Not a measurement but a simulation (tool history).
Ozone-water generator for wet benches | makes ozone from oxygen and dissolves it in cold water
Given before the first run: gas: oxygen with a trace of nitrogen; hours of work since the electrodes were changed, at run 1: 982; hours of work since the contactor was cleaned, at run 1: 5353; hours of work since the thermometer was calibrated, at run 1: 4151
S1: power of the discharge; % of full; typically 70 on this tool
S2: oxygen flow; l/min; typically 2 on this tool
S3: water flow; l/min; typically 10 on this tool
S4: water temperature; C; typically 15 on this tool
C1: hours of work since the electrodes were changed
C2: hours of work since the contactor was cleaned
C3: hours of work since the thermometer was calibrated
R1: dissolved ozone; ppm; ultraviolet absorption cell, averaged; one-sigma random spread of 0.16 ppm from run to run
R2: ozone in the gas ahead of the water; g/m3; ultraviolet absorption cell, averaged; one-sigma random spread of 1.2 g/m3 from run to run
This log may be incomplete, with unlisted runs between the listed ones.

run   hour  S1    S2  S3  S4    C1    C2    C3    R1     R2
  1      0  70     2  10  15   982  5353  4151  21.6  225.3
      16.5  -- water thermometer calibrated
  2   42.8  70     2  10  15  1016  5386    21  21.6  226.6
  3     83  70     2  12  15  1048  5418    52  18.6  227.9
  4  121.3  70     2  12  21  1078  5448    83  17.4  229.5
  5  156.4  70     2  12  21  1106  5476   110  17.6  225.6
  6  193.9  70     2  15  21  1135  5505   140  14.5  226.6
  7  234.5  70     2  10  15  1167  5538   172  21.4  225.2
  8  261.2  70     2  10  15  1188  5559   193  21.4  225.4
  9  288.8  70     2  10  15  1210  5580   215  21.5  228.6
 10  307.2  70  3.27  10  15  1225  5595   229  22.5  178.7
 11    330  58  1.59   6   8  1242  5613   247  29.7  223.5
 12  350.3  58  1.59   6   8  1258  5629   263  30.6  224.1
 13  381.7  70  1.15  10  15  1283  5654   288    19  299.4
     415.1  -- contactor cleaned
 14  426.5  85     2  11  15  1315     9   320  22.6  256.6
 15  457.5  70     2  10  15  1340    33   345  21.4  224.9
 16  495.8  70     2  10  15  1370    64   375  21.4  227.6
 17  528.9  70   2.5  10  13  1396    90   401  22.7    204
 18  557.4  95   1.1  10  15  1419   112   424  23.2  372.8

Hidden condition of the tool, last listed run before each entry between runs versus first listed run after:
In the gap between runs 1 and 2: water thermometer calibrated (hour 16.5)
  nothing in the hidden state changes from one run to the other
In the gap between runs 13 and 14: contactor cleaned (hour 415.1)
  contactor's efficiency, % of a clean one's: 99.9 -> 100

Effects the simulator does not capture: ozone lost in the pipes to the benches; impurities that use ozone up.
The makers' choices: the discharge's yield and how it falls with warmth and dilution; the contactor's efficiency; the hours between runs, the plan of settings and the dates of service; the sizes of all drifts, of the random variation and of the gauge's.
